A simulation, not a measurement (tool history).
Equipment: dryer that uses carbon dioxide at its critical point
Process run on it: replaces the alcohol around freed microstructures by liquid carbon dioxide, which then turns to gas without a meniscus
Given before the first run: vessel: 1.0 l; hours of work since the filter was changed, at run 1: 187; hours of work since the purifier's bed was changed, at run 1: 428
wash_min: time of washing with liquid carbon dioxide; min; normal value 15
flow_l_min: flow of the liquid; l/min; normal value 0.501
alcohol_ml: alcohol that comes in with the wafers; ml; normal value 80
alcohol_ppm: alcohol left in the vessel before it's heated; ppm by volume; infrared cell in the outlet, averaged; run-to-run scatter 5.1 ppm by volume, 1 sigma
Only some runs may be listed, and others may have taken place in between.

run	hour	wash_min	flow_l_min	alcohol_ml	hours of work since the filter was changed	hours of work since the purifier's bed was changed	alcohol_ppm
1	0.0	15	0.501	80	187	428	284
2	43.5	15	0.501	80	205	447	304
3	63.8	15	0.501	80	214	456	299
4	87.9	15	0.505	80	224	466	299
5	113.1	15	0.505	80	235	476	306
6	136.7	15	0.501	79	245	486	327
7	165.4	15	0.501	80	257	499	338
8	195.5	15	0.501	80	270	511	348
9	228.1	15	0.501	80	284	525	360
10	253.5	15	0.501	80	294	536	366
11	279.4	15	0.501	80	305	547	372
# hour 297.0: purifier's bed changed
12	328.3	15	0.501	80	325	13	195
13	357.3	11	0.501	80	337	26	945
14	391.5	11	0.501	80	352	40	1002
15	438.2	15	0.501	80	371	60	232
# hour 462.2: inlet filter changed
16	476.1	15	0.501	80	6	76	113
17	515.0	15	0.501	80	22	92	123
18	558.6	15	0.624	80	41	111	60
19	598.6	15	0.501	80	58	127	132
20	635.0	15	0.501	80	73	143	156
21	667.5	11	0.501	80	87	157	659
22	693.0	11	0.501	80	98	168	658
23	721.9	11	0.501	44	110	180	403
24	742.8	15	0.600	50	119	189	89
25	768.5	15	0.600	23	130	200	84
26	802.3	12	0.754	76	144	214	101
27	848.4	10	0.501	68	164	233	966
28	872.4	10	0.501	68	174	244	975
29	918.0	15	0.501	51	193	263	189
30	959.6	15	0.657	80	211	281	121
31	1000.2	18	0.501	31	228	298	130
32	1037.2	15	0.666	80	244	313	131
33	1078.2	15	0.473	65	261	331	308
34	1121.8	15	0.381	58	280	349	660
35	1145.8	21	0.559	80	290	360	144
36	1189.4	24	0.501	21	308	378	145
37	1212.9	11	0.526	32	318	388	430
38	1252.8	11	0.526	117	335	405	1226
39	1273.5	11	0.526	117	344	414	1278
40	1315.2	12	0.482	96	362	431	1099
41	1350.5	10	0.482	96	377	446	2312
# hour 1361.5: inlet filter changed
42	1375.6	10	0.482	57	6	457	819
43	1407.5	11	0.743	42	20	470	195

Here are 4 independent what-if runs from the current tool condition. What would each one return?
A	1447.6	11	0.432	42	37	487	?
B	1447.6	11	0.743	47	37	487	?
C	1447.6	12	0.501	80	37	487	?
D	1447.6	15	0.800	21	37	487	?

run	alcohol_ppm
A	721
B	210
C	501
D	174
Stripped of hidden state, with their random variation kept, the same runs would have yielded:
run	alcohol_ppm
A	516
B	32
C	304
D	2

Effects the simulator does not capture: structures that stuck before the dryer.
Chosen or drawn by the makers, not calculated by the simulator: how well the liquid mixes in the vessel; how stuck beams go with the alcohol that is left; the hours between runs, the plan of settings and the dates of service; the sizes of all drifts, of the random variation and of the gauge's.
